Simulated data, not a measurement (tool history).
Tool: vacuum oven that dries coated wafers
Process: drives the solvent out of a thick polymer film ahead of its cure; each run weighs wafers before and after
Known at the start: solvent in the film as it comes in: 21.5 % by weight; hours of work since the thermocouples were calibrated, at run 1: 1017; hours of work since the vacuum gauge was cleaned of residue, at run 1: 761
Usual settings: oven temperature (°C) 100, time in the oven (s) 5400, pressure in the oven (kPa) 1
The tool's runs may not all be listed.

run,hour,oven temperature (°C),time in the oven (s),pressure in the oven (kPa),hours of work since the thermocouples were calibrated,hours of work since the vacuum gauge was cleaned of residue,solvent left in the film (%)
1,0,100,5400,1,1017,761,1.35
2,42.8,100,5400,1,1045,789,1.29
3,66.5,100,5400,1,1061,805,1.35
4,99.9,100,5400,1,1083,827,1.29
5,124.7,100,5400,1,1099,843,1.35
6,170.6,100,5400,1,1130,874,1.31
7,205.7,100,5400,1,1153,897,1.32
8,240.4,100,3360,1,1176,920,3.14
9,269.8,100,3360,1,1196,940,3.14
10,318.7,108,7020,1.62,1228,972,0.53
11,357.1,85,5400,1.44,1254,997,4.95
12,389.8,100,7080,1,1275,1019,0.73
13,418.4,88,7080,3.94,1294,1038,3.71
14,456.6,110,6000,1.5,1320,1063,0.49
15,478.6,110,6000,1.5,1334,1078,0.45
16,519.9,96,4560,1.88,1362,1105,2.79
17,547.8,101,5400,2.17,1380,1124,1.45
18,575.8,108,5400,1,1399,1143,0.54

4 ways to go on from here, each from the tool as it stands after run 18. What would each give?
A,608,87,4380,0.72,1420,1164,?
B,608,93,8100,3.52,1420,1164,?
C,608,100,7620,1,1420,1164,?
D,608,99,5400,1,1420,1164,?

run,solvent left in the film (%)
A,5.13
B,2.05
C,0.65
D,1.38
Without the tool's hidden state the same runs would have given:
run,solvent left in the film (%)
A,5.91
B,2.37
C,0.72
D,1.71
